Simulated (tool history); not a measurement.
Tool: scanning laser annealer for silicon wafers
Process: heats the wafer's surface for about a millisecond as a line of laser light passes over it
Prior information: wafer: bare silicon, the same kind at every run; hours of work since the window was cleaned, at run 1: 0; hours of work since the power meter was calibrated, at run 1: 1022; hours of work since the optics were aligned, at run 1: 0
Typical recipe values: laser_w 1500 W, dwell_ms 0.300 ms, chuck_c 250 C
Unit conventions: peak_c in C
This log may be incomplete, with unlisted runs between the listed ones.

| run | day | laser_w | dwell_ms | chuck_c | hours of work since the window was cleaned | hours of work since the power meter was calibrated | hours of work since the optics were aligned | peak_c |
|---|---|---|---|---|---|---|---|---|
| 1 | 0.000 | 1500 | 0.300 | 250 | 0 | 1022 | 0 | 1082 |
| 2 | 1.125 | 1500 | 0.300 | 250 | 17 | 1039 | 17 | 1078 |
| 3 | 2.804 | 1500 | 0.300 | 250 | 43 | 1065 | 43 | 1072 |
| 4 | 3.917 | 1500 | 0.300 | 250 | 60 | 1082 | 60 | 1072 |
| 5 | 5.412 | 1500 | 0.300 | 250 | 82 | 1105 | 82 | 1065 |
| 6 | 6.421 | 1500 | 0.300 | 250 | 98 | 1120 | 98 | 1064 |
| 7 | 7.879 | 1469 | 0.300 | 250 | 120 | 1142 | 120 | 1039 |
| 8 | 8.971 | 1500 | 0.268 | 250 | 136 | 1159 | 136 | 1017 |
| 9 | 10.479 | 1500 | 0.268 | 250 | 159 | 1182 | 159 | 1010 |
| 10 | 11.408 | 1500 | 0.268 | 250 | 173 | 1196 | 173 | 1009 |
| 11 | 12.346 | 1600 | 0.268 | 250 | 188 | 1210 | 188 | 1075 |
| 12 | 13.533 | 1600 | 0.268 | 250 | 206 | 1228 | 206 | 1072 |
| 13 | 14.888 | 1600 | 0.268 | 250 | 226 | 1249 | 226 | 1071 |
| 14 | 16.171 | 1600 | 0.268 | 250 | 246 | 1268 | 246 | 1067 |
| 15 | 17.088 | 1500 | 0.300 | 225 | 260 | 1282 | 260 | 1020 |
| 16 | 18.012 | 1500 | 0.300 | 225 | 274 | 1296 | 274 | 1019 |
| 17 | 19.775 | 1500 | 0.300 | 225 | 301 | 1323 | 301 | 1012 |
| 18 | 20.796 | 1500 | 0.300 | 250 | 316 | 1339 | 316 | 1037 |
| 19 | 22.279 | 1500 | 0.300 | 250 | 339 | 1361 | 339 | 1035 |
| 20 | 23.725 | 1500 | 0.300 | 250 | 361 | 1383 | 361 | 1036 |
| 21 | 25.333 | 1500 | 0.300 | 250 | 385 | 1408 | 385 | 1030 |
| 22 | 26.704 | 1500 | 0.300 | 229 | 406 | 1428 | 406 | 1006 |
| 23 | 27.654 | 1391 | 0.299 | 255 | 420 | 1443 | 420 | 958 |
| 24 | 29.300 | 1643 | 0.219 | 243 | 445 | 1468 | 445 | 981 |
|  | 30.596 | window over the wafer cleaned |
| 25 | 30.971 | 1643 | 0.219 | 243 | 6 | 1492 | 470 | 1035 |
| 26 | 32.000 | 1643 | 0.219 | 243 | 21 | 1508 | 485 | 1037 |
| 27 | 33.600 | 1643 | 0.219 | 243 | 46 | 1532 | 510 | 1032 |
| 28 | 34.671 | 1643 | 0.219 | 243 | 62 | 1548 | 526 | 1031 |
| 29 | 36.250 | 1600 | 0.356 | 243 | 86 | 1572 | 550 | 1211 |
| 30 | 38.033 | 1500 | 0.354 | 250 | 113 | 1599 | 577 | 1135 |
| 31 | 39.458 | 1630 | 0.227 | 225 | 135 | 1621 | 599 | 1011 |
| 32 | 40.742 | 1500 | 0.260 | 250 | 154 | 1641 | 618 | 1003 |
| 33 | 42.096 | 1500 | 0.260 | 250 | 175 | 1661 | 639 | 1001 |
| 34 | 42.912 | 1439 | 0.297 | 271 | 187 | 1674 | 651 | 1031 |
| 35 | 43.929 | 1439 | 0.297 | 271 | 203 | 1689 | 667 | 1029 |
| 36 | 45.338 | 1626 | 0.336 | 211 | 224 | 1710 | 688 | 1148 |
| 37 | 46.592 | 1282 | 0.291 | 232 | 243 | 1729 | 707 | 875 |
| 38 | 47.638 | 1282 | 0.291 | 232 | 259 | 1745 | 723 | 871 |
| 39 | 49.204 | 1381 | 0.351 | 242 | 283 | 1769 | 747 | 1013 |
| 40 | 51.033 | 1519 | 0.271 | 243 | 311 | 1797 | 775 | 1006 |
|  | 51.396 | optics aligned, line set to its width |
| 41 | 52.579 | 1428 | 0.265 | 274 | 331 | 1817 | 18 | 978 |

Consider 4 possible next runs. They are alternatives, not a sequence: every one starts from the tool as it was left by run 41. What does each give?
| A | 53.808 | 1280 | 0.228 | 288 | 350 | 1836 | 37 | ? |
| B | 53.808 | 1385 | 0.247 | 235 | 350 | 1836 | 37 | ? |
| C | 53.808 | 1524 | 0.300 | 250 | 350 | 1836 | 37 | ? |
| D | 53.808 | 1500 | 0.293 | 266 | 350 | 1836 | 37 | ? |

| run | peak_c |
|---|---|
| A | 853 |
| B | 884 |
| C | 1064 |
| D | 1051 |
Without the tool's unlogged condition, the same runs would have read:
| run | peak_c |
|---|---|
| A | 871 |
| B | 905 |
| C | 1090 |
| D | 1077 |
